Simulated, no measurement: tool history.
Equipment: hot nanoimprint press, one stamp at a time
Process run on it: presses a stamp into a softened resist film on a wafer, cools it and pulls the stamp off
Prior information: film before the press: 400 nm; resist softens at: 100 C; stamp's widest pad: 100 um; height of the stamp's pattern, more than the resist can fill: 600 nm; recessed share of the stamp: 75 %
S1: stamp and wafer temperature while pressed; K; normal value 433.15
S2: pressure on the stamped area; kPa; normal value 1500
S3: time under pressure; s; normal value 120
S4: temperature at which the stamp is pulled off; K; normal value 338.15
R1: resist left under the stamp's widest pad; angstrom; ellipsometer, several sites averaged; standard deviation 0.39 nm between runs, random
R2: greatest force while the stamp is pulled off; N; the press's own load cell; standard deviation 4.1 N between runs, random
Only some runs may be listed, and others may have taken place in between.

run 1 hour=0 | S1=433.15 S2=1500 S3=120 S4=338.15 | R1=1497 R2=287
run 2 hour=6.3 | S1=433.15 S2=1370 S3=120 S4=338.15 | R1=1580 R2=287
run 3 hour=13.6 | S1=433.15 S2=1370 S3=120 S4=338.15 | R1=1558 R2=291
run 4 hour=21.7 | S1=433.15 S2=1500 S3=120 S4=338.15 | R1=1502 R2=281
run 5 hour=26.4 | S1=433.15 S2=1500 S3=67 S4=338.15 | R1=1857 R2=281
run 6 hour=31.1 | S1=433.15 S2=1500 S3=67 S4=338.15 | R1=1849 R2=290
run 7 hour=39.3 | S1=433.15 S2=1500 S3=67 S4=338.15 | R1=1864 R2=286
run 8 hour=44.7 | S1=443.15 S2=1500 S3=67 S4=338.15 | R1=1120 R2=294
run 9 hour=51.3 | S1=433.15 S2=2250 S3=120 S4=338.15 | R1=1207 R2=292
run 10 hour=57.7 | S1=433.15 S2=1500 S3=120 S4=338.15 | R1=1502 R2=294
run 11 hour=66 | S1=433.15 S2=1500 S3=97 S4=338.15 | R1=1626 R2=293
run 12 hour=70.5 | S1=433.15 S2=1500 S3=120 S4=339.15 | R1=1501 R2=283
run 13 hour=75.5 | S1=441.15 S2=1500 S3=120 S4=333.15 | R1=978 R2=321
run 14 hour=81.7 | S1=426.15 S2=1420 S3=120 S4=332.15 | R1=2256 R2=333
run 15 hour=85.4 | S1=426.15 S2=2260 S3=120 S4=332.15 | R1=1813 R2=321
run 16 hour=90.4 | S1=437.15 S2=2260 S3=184 S4=332.15 | R1=807 R2=339
run 17 hour=95.1 | S1=433.15 S2=1660 S3=120 S4=323.15 | R1=1423 R2=389
run 18 hour=101.5 | S1=426.15 S2=1500 S3=120 S4=327.15 | R1=2201 R2=382
run 19 hour=108 | S1=443.15 S2=1500 S3=120 S4=327.15 | R1=889 R2=370
run 20 hour=112.5 | S1=439.15 S2=1500 S3=80 S4=334.15 | R1=1280 R2=316
run 21 hour=120.1 | S1=439.15 S2=2270 S3=140 S4=334.15 | R1=811 R2=331
run 22 hour=125.6 | S1=439.15 S2=2270 S3=140 S4=334.15 | R1=810 R2=324
run 23 hour=132.6 | S1=439.15 S2=2270 S3=140 S4=334.15 | R1=812 R2=322

Subtracting, for every run, the result it would have given without the tool's unlogged condition from the measured result gives the following. The same run-to-run variation enters both numbers; the gauge's scatter may not:
Hidden conditions of the tool in this case: true temperature over the reading, C; pressure that arrives at the usual setting, %; grip of the stamp's worn release coat, % over a new coat's; drift of the gauge itself on residual_nm, %; drift of the gauge itself on pull_off_n, %.
run=1 R1=+8 R2=+86
run=2 R1=+11 R2=+87
run=3 R1=+11 R2=+89
run=4 R1=+12 R2=+87
run=5 R1=+14 R2=+88
run=6 R1=+15 R2=+91
run=7 R1=+16 R2=+91
run=8 R1=+9 R2=+94
run=9 R1=+12 R2=+94
run=10 R1=+16 R2=+95
run=11 R1=+18 R2=+96
run=12 R1=+18 R2=+92
run=13 R1=+11 R2=+105
run=14 R1=+26 R2=+110
run=15 R1=+24 R2=+107
run=16 R1=+11 R2=+113
run=17 R1=+19 R2=+131
run=18 R1=+29 R2=+129
run=19 R1=+12 R2=+125
run=20 R1=+19 R2=+108
run=21 R1=+13 R2=+114
run=22 R1=+13 R2=+113
run=23 R1=+13 R2=+112

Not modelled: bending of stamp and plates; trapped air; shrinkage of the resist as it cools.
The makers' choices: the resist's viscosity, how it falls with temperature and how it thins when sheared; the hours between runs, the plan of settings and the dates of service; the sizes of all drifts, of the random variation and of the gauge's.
